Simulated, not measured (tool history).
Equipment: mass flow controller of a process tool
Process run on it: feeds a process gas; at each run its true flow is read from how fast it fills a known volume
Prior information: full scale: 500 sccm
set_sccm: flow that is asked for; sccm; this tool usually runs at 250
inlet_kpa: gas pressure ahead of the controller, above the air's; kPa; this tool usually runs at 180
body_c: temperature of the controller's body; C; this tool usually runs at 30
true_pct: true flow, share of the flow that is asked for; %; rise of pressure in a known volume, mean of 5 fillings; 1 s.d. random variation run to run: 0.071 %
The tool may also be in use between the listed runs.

Run 1, hour 0.0: usual settings. Result: true_pct 100.40 %.
Run 2, hour 428.4: usual settings. Result: true_pct 100.54 %.
Run 3, hour 644.5: usual settings but inlet_kpa 260 kPa. Result: true_pct 100.39 %.
Run 4, hour 1101.1: usual settings. Result: true_pct 100.79 %.
Run 5, hour 1467.3: usual settings but body_c 20 C. Result: true_pct 99.82 %.
Run 6, hour 1947.4: usual settings but body_c 20 C. Result: true_pct 100.20 %.
Run 7, hour 2429.1: usual settings but body_c 20 C. Result: true_pct 100.18 %.
Run 8, hour 2757.5: usual settings but body_c 20 C. Result: true_pct 100.38 %.
Run 9, hour 3232.4: usual settings but body_c 20 C. Result: true_pct 100.66 %.
Run 10, hour 3582.0: usual settings but body_c 20 C. Result: true_pct 100.64 %.
Run 11, hour 3923.7: usual settings but body_c 20 C. Result: true_pct 100.97 %.
Run 12, hour 4276.5: usual settings. Result: true_pct 101.90 %.
Run 13, hour 4623.5: usual settings. Result: true_pct 102.32 %.
Run 14, hour 5047.3: usual settings. Result: true_pct 102.47 %.
Run 15, hour 5267.8: usual settings but body_c 25 C. Result: true_pct 102.05 %.
Run 16, hour 5715.0: usual settings but body_c 25 C. Result: true_pct 102.19 %.
Run 17, hour 5984.5: usual settings but set_sccm 474 sccm. Result: true_pct 102.59 %.
Run 18, hour 6267.3: usual settings but set_sccm 474 sccm. Result: true_pct 102.50 %.
Run 19, hour 6661.1: usual settings but set_sccm 129 sccm. Result: true_pct 104.79 %.
Run 20, hour 7144.0: usual settings but set_sccm 129 sccm. Result: true_pct 105.18 %.
Run 21, hour 7364.4: usual settings but set_sccm 129 sccm. Result: true_pct 105.32 %.
At hour 7517.0: controller's zero set anew.
Run 22, hour 7747.9: usual settings but set_sccm 129 sccm. Result: true_pct 107.49 %.
Run 23, hour 8004.4: usual settings but set_sccm 129 sccm. Result: true_pct 107.72 %.
Run 24, hour 8372.8: usual settings but set_sccm 129 sccm. Result: true_pct 107.92 %.
Run 25, hour 8638.4: usual settings but inlet_kpa 271 kPa, body_c 26 C. Result: true_pct 104.25 %.
Run 26, hour 8997.3: usual settings but set_sccm 134 sccm, inlet_kpa 155 kPa, body_c 32 C. Result: true_pct 108.52 %.
At hour 9258.2: controller's zero set anew, once more.
Run 27, hour 9283.9: usual settings but set_sccm 134 sccm, inlet_kpa 155 kPa, body_c 32 C. Result: true_pct 101.13 %.
Run 28, hour 9538.8: usual settings but set_sccm 95 sccm, body_c 39 C. Result: true_pct 102.22 %.
Run 29, hour 9938.2: usual settings but set_sccm 95 sccm, body_c 39 C. Result: true_pct 102.49 %.
Run 30, hour 10161.6: usual settings but inlet_kpa 141 kPa. Result: true_pct 101.80 %.
Run 31, hour 10618.9: usual settings but set_sccm 246 sccm. Result: true_pct 101.80 %.
Run 32, hour 10857.0: usual settings but set_sccm 246 sccm. Result: true_pct 101.75 %.
Run 33, hour 11084.0: usual settings but set_sccm 246 sccm. Result: true_pct 102.10 %.
Run 34, hour 11391.9: usual settings but set_sccm 246 sccm. Result: true_pct 102.15 %.
Run 35, hour 11847.6: usual settings but set_sccm 246 sccm. Result: true_pct 102.29 %.
Run 36, hour 12287.1: usual settings but set_sccm 107 sccm, inlet_kpa 271 kPa, body_c 31 C. Result: true_pct 103.33 %.
Run 37, hour 12628.6: usual settings but set_sccm 163 sccm, inlet_kpa 158 kPa, body_c 31 C. Result: true_pct 103.10 %.
Run 38, hour 12924.6: usual settings but set_sccm 106 sccm, inlet_kpa 212 kPa, body_c 31 C. Result: true_pct 104.01 %.
Run 39, hour 13337.1: usual settings but set_sccm 106 sccm, inlet_kpa 212 kPa, body_c 31 C. Result: true_pct 104.42 %.
Run 40, hour 13682.4: usual settings but set_sccm 106 sccm, inlet_kpa 212 kPa, body_c 31 C. Result: true_pct 104.62 %.
Run 41, hour 13992.7: usual settings but body_c 29 C. Result: true_pct 102.93 %.
Run 42, hour 14455.8: usual settings but set_sccm 423 sccm, inlet_kpa 210 kPa. Result: true_pct 102.78 %.
Run 43, hour 14811.9: usual settings but set_sccm 130 sccm, inlet_kpa 259 kPa. Result: true_pct 104.61 %.
Run 44, hour 15234.9: usual settings but set_sccm 130 sccm, inlet_kpa 188 kPa. Result: true_pct 105.13 %.
Run 45, hour 15470.3: usual settings but set_sccm 442 sccm, inlet_kpa 188 kPa, body_c 23 C. Result: true_pct 102.60 %.
Run 46, hour 15824.1: usual settings but set_sccm 442 sccm, inlet_kpa 188 kPa, body_c 23 C. Result: true_pct 102.59 %.
Run 47, hour 16264.5: usual settings but inlet_kpa 216 kPa, body_c 22 C. Result: true_pct 103.09 %.

Consider 5 possible next runs. They are alternatives, not a sequence: every one starts from the tool as it was left by run 47. What does each give?
Run A, hour 16673.1: usual settings but set_sccm 163 sccm, inlet_kpa 255 kPa. Result: true_pct ?.
Run B, hour 16673.1: usual settings but set_sccm 463 sccm, inlet_kpa 237 kPa, body_c 37 C. Result: true_pct ?.
Run C, hour 16673.1: usual settings but inlet_kpa 183 kPa, body_c 26 C. Result: true_pct ?.
Run D, hour 16673.1: usual settings but inlet_kpa 236 kPa. Result: true_pct ?.
Run E, hour 16673.1: usual settings but set_sccm 163 sccm, inlet_kpa 216 kPa, body_c 35 C. Result: true_pct ?.

run  true_pct
  A    105.10
  B    104.36
  C    103.84
  D    104.12
  E    105.81
The same runs, with their run-to-run variation unchanged, on a tool lacking any hidden condition would have given:
run  true_pct
  A     99.50
  B    101.20
  C     99.55
  D     99.83
  E    100.21
